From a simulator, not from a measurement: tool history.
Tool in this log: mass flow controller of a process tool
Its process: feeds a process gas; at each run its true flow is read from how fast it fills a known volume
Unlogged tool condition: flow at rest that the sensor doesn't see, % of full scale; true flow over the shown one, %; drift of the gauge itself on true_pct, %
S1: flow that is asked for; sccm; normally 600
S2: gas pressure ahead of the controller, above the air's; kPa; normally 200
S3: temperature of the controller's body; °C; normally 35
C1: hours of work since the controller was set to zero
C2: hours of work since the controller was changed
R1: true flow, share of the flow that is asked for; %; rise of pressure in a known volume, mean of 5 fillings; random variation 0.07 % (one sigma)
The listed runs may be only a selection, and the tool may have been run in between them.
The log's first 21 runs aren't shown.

run 22 hour=3683.3 | S1=298 S2=200 S3=26 | C1=528 C2=2501 | R1=96
run 23 hour=3837.8 | S1=298 S2=200 S3=38 | C1=596 C2=2569 | R1=94.74
run 24 hour=3974.6 | S1=255 S2=185 S3=24 | C1=657 C2=2630 | R1=95.93
run 25 hour=4119.4 | S1=842 S2=269 S3=28 | C1=720 C2=2693 | R1=97.33
run 26 hour=4306.7 | S1=241 S2=269 S3=23 | C1=803 C2=2776 | R1=95.29
run 27 hour=4527.4 | S1=241 S2=270 S3=36 | C1=900 C2=2873 | R1=93.9
run 28 hour=4688.8 | S1=241 S2=270 S3=36 | C1=971 C2=2944 | R1=93.85
run 29 hour=4875.7 | S1=965 S2=213 S3=30 | C1=1054 C2=3027 | R1=97.64
run 30 hour=5031 | S1=850 S2=200 S3=34 | C1=1122 C2=3095 | R1=97.03
run 31 hour=5227 | S1=850 S2=254 S3=29 | C1=1208 C2=3181 | R1=96.95
run 32 hour=5446.1 | S1=600 S2=273 S3=31 | C1=1305 C2=3278 | R1=95.75
run 33 hour=5608.3 | S1=600 S2=273 S3=31 | C1=1376 C2=3349 | R1=95.7
run 34 hour=5801.4 | S1=173 S2=200 S3=20 | C1=1461 C2=3435 | R1=94.72
run 35 hour=5915.4 | S1=173 S2=200 S3=20 | C1=1512 C2=3485 | R1=94.64
run 36 hour=6046.7 | S1=173 S2=200 S3=20 | C1=1570 C2=3543 | R1=94.53

What if the next run were any one of these 5? Each begins from the tool's condition after run 36:
run A hour=6167.8 | S1=371 S2=200 S3=24 | C1=1623 C2=3596 | R1=?
run B hour=6167.8 | S1=181 S2=200 S3=22 | C1=1623 C2=3596 | R1=?
run C hour=6167.8 | S1=653 S2=200 S3=36 | C1=1623 C2=3596 | R1=?
run D hour=6167.8 | S1=731 S2=205 S3=25 | C1=1623 C2=3596 | R1=?
run E hour=6167.8 | S1=643 S2=204 S3=33 | C1=1623 C2=3596 | R1=?

run=A R1=95.67
run=B R1=94.53
run=C R1=95.82
run=D R1=96.95
run=E R1=95.99
Take away the tool's hidden state, keep each run's random variation, and the runs would have read:
run=A R1=98.06
run=B R1=97.72
run=C R1=97.9
run=D R1=98.97
run=E R1=98.07

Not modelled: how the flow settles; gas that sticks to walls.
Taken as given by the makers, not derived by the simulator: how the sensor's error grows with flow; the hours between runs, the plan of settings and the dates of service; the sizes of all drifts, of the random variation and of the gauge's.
